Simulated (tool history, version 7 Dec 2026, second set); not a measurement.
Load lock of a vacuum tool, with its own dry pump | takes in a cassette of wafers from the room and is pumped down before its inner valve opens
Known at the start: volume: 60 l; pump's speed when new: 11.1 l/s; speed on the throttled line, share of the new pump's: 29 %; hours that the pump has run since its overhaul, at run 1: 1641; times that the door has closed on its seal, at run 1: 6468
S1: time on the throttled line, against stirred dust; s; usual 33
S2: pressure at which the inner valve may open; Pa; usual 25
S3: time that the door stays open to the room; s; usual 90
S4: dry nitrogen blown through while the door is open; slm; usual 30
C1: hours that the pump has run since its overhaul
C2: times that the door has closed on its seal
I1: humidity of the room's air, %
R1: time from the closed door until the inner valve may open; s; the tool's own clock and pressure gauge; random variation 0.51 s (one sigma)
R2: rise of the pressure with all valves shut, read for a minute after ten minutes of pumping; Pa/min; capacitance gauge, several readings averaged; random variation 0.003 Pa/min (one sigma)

{"run": 1, "hour": 0.0, "S1": 33, "S2": 25, "S3": 90, "S4": 30, "C1": 1641, "C2": 6468, "I1": 41.1, "R1": 68.3, "R2": 0.023}
{"run": 2, "hour": 343.3, "S1": 33, "S2": 25, "S3": 90, "S4": 30, "C1": 1985, "C2": 7106, "I1": 42.9, "R1": 68.2, "R2": 0.024}
{"run": 3, "hour": 759.7, "S1": 33, "S2": 25, "S3": 90, "S4": 30, "C1": 2401, "C2": 7881, "I1": 45.1, "R1": 68.4, "R2": 0.025}
{"run": 4, "hour": 942.5, "S1": 33, "S2": 25, "S3": 90, "S4": 30, "C1": 2584, "C2": 8221, "I1": 42.9, "R1": 68.4, "R2": 0.024}
{"run": 5, "hour": 1186.8, "S1": 33, "S2": 25, "S3": 90, "S4": 30, "C1": 2828, "C2": 8675, "I1": 44.5, "R1": 69.1, "R2": 0.026}
{"run": 6, "hour": 1497.0, "S1": 45, "S2": 25, "S3": 90, "S4": 30, "C1": 3138, "C2": 9252, "I1": 43.8, "R1": 77.3, "R2": 0.028}
{"run": 7, "hour": 1723.2, "S1": 33, "S2": 25, "S3": 90, "S4": 30, "C1": 3365, "C2": 9672, "I1": 46.9, "R1": 68.6, "R2": 0.029}
{"run": 8, "hour": 1912.3, "S1": 33, "S2": 25, "S3": 90, "S4": 19, "C1": 3554, "C2": 10024, "I1": 42.5, "R1": 68.5, "R2": 0.028}
{"run": 9, "hour": 2222.7, "S1": 33, "S2": 25, "S3": 90, "S4": 19, "C1": 3864, "C2": 10601, "I1": 51, "R1": 68.2, "R2": 0.032}
{"run": 10, "hour": 2632.1, "S1": 18, "S2": 25, "S3": 90, "S4": 19, "C1": 4274, "C2": 11363, "I1": 45.3, "R1": 57.2, "R2": 0.032}
{"run": 11, "hour": 2941.6, "S1": 33, "S2": 25, "S3": 90, "S4": 30, "C1": 4583, "C2": 11938, "I1": 44.1, "R1": 67.8, "R2": 0.03}
{"run": 12, "hour": 3273.2, "S1": 33, "S2": 25, "S3": 90, "S4": 30, "C1": 4915, "C2": 12555, "I1": 42.1, "R1": 68.3, "R2": 0.022}
{"run": 13, "hour": 3641.1, "S1": 33, "S2": 25, "S3": 90, "S4": 30, "C1": 5283, "C2": 13239, "I1": 46.4, "R1": 68.5, "R2": 0.027}
{"run": 14, "hour": 4000.8, "S1": 33, "S2": 25, "S3": 187, "S4": 22, "C1": 5642, "C2": 13908, "I1": 43.4, "R1": 69.1, "R2": 0.046}
{"run": 15, "hour": 4393.4, "S1": 33, "S2": 27, "S3": 90, "S4": 30, "C1": 6035, "C2": 14638, "I1": 44.4, "R1": 68, "R2": 0.032}
{"run": 16, "hour": 4755.8, "S1": 61, "S2": 25, "S3": 90, "S4": 30, "C1": 6397, "C2": 15312, "I1": 43.6, "R1": 89.3, "R2": 0.026}
{"run": 17, "hour": 4946.3, "S1": 61, "S2": 25, "S3": 90, "S4": 30, "C1": 6588, "C2": 15666, "I1": 41.9, "R1": 88.6, "R2": 0.021}
{"run": 18, "hour": 5352.1, "S1": 33, "S2": 45, "S3": 68, "S4": 13, "C1": 6994, "C2": 16421, "I1": 43.1, "R1": 65.5, "R2": 0.024}
{"run": 19, "hour": 5704.0, "S1": 60, "S2": 25, "S3": 116, "S4": 23, "C1": 7345, "C2": 17075, "I1": 45.4, "R1": 87.4, "R2": 0.037}
{"run": 20, "hour": 5982.6, "S1": 19, "S2": 46, "S3": 90, "S4": 30, "C1": 7624, "C2": 17593, "I1": 43.9, "R1": 55.2, "R2": 0.023}
{"run": 21, "hour": 6170.4, "S1": 33, "S2": 28, "S3": 90, "S4": 30, "C1": 7812, "C2": 17942, "I1": 42.5, "R1": 67.4, "R2": 0.028}
{"run": 22, "hour": 6455.7, "S1": 33, "S2": 25, "S3": 90, "S4": 12, "C1": 8097, "C2": 18473, "I1": 43.4, "R1": 68.3, "R2": 0.036}
{"run": 23, "hour": 6682.3, "S1": 40, "S2": 25, "S3": 90, "S4": 12, "C1": 8324, "C2": 18894, "I1": 46.5, "R1": 73.6, "R2": 0.034}
{"run": 24, "hour": 7105.5, "S1": 33, "S2": 19, "S3": 52, "S4": 30, "C1": 8747, "C2": 19681, "I1": 47.3, "R1": 70, "R2": 0.023}
{"run": 25, "hour": 7481.4, "S1": 19, "S2": 35, "S3": 52, "S4": 24, "C1": 9123, "C2": 20380, "I1": 43.6, "R1": 57.4, "R2": 0.028}

Forecast each of these 3 alternatives for the next run:
{"hour": 7627.3, "done": "dry pump taken out, an overhauled one fitted"}
{"run": "A", "hour": 7738.3, "S1": 28, "S2": 25, "S3": 90, "S4": 30, "C1": 111, "C2": 20847, "I1": 44.3, "R1": "?", "R2": "?"}
{"hour": 7627.3, "done": "dry pump taken out, an overhauled one fitted"}
{"run": "B", "hour": 7738.3, "S1": 61, "S2": 35, "S3": 52, "S4": 15, "C1": 111, "C2": 20847, "I1": 45.1, "R1": "?", "R2": "?"}
{"hour": 7627.3, "done": "dry pump taken out, an overhauled one fitted"}
{"run": "C", "hour": 7738.3, "S1": 33, "S2": 19, "S3": 176, "S4": 18, "C1": 111, "C2": 20847, "I1": 43.1, "R1": "?", "R2": "?"}

run=A R1=64.4 R2=0.026
run=B R1=86.4 R2=0.028
run=C R1=70.4 R2=0.044
Without the tool's hidden state the same runs would have given:
run=A R1=64.4 R2=0.025
run=B R1=86.4 R2=0.026
run=C R1=70.4 R2=0.043

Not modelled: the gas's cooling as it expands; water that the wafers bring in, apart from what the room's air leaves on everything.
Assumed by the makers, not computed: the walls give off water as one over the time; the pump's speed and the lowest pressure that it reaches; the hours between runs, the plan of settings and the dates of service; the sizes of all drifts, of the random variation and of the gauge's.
